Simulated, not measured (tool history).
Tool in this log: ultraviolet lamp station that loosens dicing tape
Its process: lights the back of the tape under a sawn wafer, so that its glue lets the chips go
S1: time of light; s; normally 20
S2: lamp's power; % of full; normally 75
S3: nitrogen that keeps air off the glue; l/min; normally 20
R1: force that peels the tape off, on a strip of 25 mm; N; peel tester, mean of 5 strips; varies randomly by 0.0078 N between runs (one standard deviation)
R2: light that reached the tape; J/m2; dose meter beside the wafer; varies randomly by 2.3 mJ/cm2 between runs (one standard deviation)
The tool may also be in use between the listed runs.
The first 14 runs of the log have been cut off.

run 15 day=15.567 | S1=20 S2=75 S3=20 | R1=0.814 R2=1520
run 16 day=16.583 | S1=20 S2=75 S3=20 | R1=0.858 R2=1480
run 17 day=17.654 | S1=20 S2=78 S3=20 | R1=0.841 R2=1510
-- day=18.800 window cleaned of glue's vapour, once more
run 18 day=18.800 | S1=20 S2=78 S3=20 | R1=0.452 R2=2070
run 19 day=20.121 | S1=21 S2=75 S3=20 | R1=0.459 R2=2040
run 20 day=21.504 | S1=21 S2=75 S3=20 | R1=0.482 R2=1970
run 21 day=23.071 | S1=21 S2=75 S3=20 | R1=0.534 R2=1900
run 22 day=24.504 | S1=21 S2=75 S3=20 | R1=0.551 R2=1840
run 23 day=25.942 | S1=21 S2=75 S3=20 | R1=0.590 R2=1800
run 24 day=26.992 | S1=13 S2=95 S3=15 | R1=1.103 R2=1400
run 25 day=28.400 | S1=13 S2=95 S3=15 | R1=1.167 R2=1360
run 26 day=29.325 | S1=30 S2=69 S3=16 | R1=0.435 R2=2210
run 27 day=30.279 | S1=31 S2=96 S3=9 | R1=0.329 R2=3150
run 28 day=30.975 | S1=29 S2=73 S3=20 | R1=0.374 R2=2180
run 29 day=32.558 | S1=23 S2=73 S3=20 | R1=0.679 R2=1650
run 30 day=33.421 | S1=23 S2=67 S3=10 | R1=1.198 R2=1520

What will run 31 give?
run 31 day=34.558 | S1=23 S2=67 S3=10 | R1=? R2=?

{"run 31": {"R1": 1.283, "R2": 1450}}
The same run, on a tool lacking any hidden state, would have yielded R1 0.503 N, R2 2470 J/m2.

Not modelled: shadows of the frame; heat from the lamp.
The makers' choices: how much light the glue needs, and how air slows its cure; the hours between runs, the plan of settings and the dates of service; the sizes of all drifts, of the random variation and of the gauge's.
